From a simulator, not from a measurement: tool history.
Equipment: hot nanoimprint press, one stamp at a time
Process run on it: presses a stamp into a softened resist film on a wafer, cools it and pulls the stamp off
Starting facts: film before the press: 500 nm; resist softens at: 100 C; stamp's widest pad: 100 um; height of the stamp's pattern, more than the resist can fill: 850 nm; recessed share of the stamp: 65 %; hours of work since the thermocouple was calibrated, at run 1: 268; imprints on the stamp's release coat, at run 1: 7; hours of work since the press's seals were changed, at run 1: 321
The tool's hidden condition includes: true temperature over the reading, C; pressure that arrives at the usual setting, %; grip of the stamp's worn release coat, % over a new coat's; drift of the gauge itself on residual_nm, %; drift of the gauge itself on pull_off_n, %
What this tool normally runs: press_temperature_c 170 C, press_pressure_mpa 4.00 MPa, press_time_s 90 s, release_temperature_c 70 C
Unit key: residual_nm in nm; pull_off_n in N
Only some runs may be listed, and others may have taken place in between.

run,hour,press_temperature_c,press_pressure_mpa,press_time_s,release_temperature_c,hours of work since the thermocouple was calibrated,imprints on the stamp's release coat,hours of work since the press's seals were changed,residual_nm,pull_off_n
1,0.0,170,4.00,90,70,268,7,321,180.9,164
# hour 14.9: plate thermocouple calibrated
2,19.0,170,4.00,90,70,2,62,328,178.4,163
3,36.8,170,4.00,101,70,10,124,336,170.9,162
4,49.7,170,4.00,101,70,15,169,342,169.2,162
5,68.4,170,4.00,101,70,24,235,350,170.0,167
6,85.2,170,4.00,101,70,31,293,357,169.6,166
7,94.7,170,4.00,90,70,35,326,361,179.7,168
8,111.7,170,4.00,90,70,43,386,369,179.4,177
9,122.9,170,4.00,90,70,47,425,374,181.7,171
10,137.1,170,4.00,90,70,54,474,380,176.7,173
11,146.5,170,4.00,90,70,58,507,384,179.6,176
12,161.0,167,4.00,90,70,64,558,391,200.9,175
13,173.9,170,4.00,90,70,70,603,396,180.3,178
14,191.5,179,4.00,90,70,78,664,404,130.8,180
15,201.5,179,4.00,90,70,82,699,408,131.5,184
# hour 212.9: stamp cleaned and given a new release coat
16,222.7,179,4.00,90,70,89,33,415,130.6,157
17,233.0,179,4.00,90,70,93,69,419,130.6,164
18,248.5,179,4.00,90,70,100,124,426,131.8,169
19,266.2,179,4.00,90,70,108,185,434,131.6,163
20,283.2,179,4.00,90,70,115,245,442,130.8,164
21,300.4,179,4.00,90,70,123,304,449,132.7,173
22,309.6,179,4.66,90,57,127,337,453,122.7,230
23,322.4,179,4.66,90,57,132,381,459,122.9,225
24,332.8,166,3.60,90,66,137,418,463,218.9,182
25,341.6,166,3.60,90,66,141,448,467,221.6,194
26,358.3,170,4.00,90,66,148,506,475,182.5,194
27,366.9,179,4.47,90,69,152,536,478,124.4,178
28,381.2,169,4.00,87,77,158,586,485,190.9,149
29,396.4,167,5.70,173,74,165,639,491,131.6,162
30,412.6,165,5.70,173,74,172,696,498,143.5,165

Entry by entry between the runs, the difference in hidden state between the last listed run before and the first listed run after:
From run 1 to run 2: plate thermocouple calibrated (hour 14.9)
  true temperature over the reading, C: -0.94 -> -0.09; pressure that arrives at the usual setting, %: 97.55 -> 97.5; grip of the stamp's worn release coat, % over a new coat's: 0.1 -> 1.1
  what was measured, less what the result would be without the hidden state, residual_nm: +8.1 -> +2.6 nm; pull_off_n: +4 -> +2 N
From run 15 to run 16: stamp cleaned and given a new release coat (hour 212.9)
  true temperature over the reading, C: -0.33 -> -0.35; pressure that arrives at the usual setting, %: 96.86 -> 96.81; grip of the stamp's worn release coat, % over a new coat's: 13.1 -> 0.6
  what was measured, less what the result would be without the hidden state, residual_nm: +3.4 -> +3.5 nm; pull_off_n: +23 -> +2 N
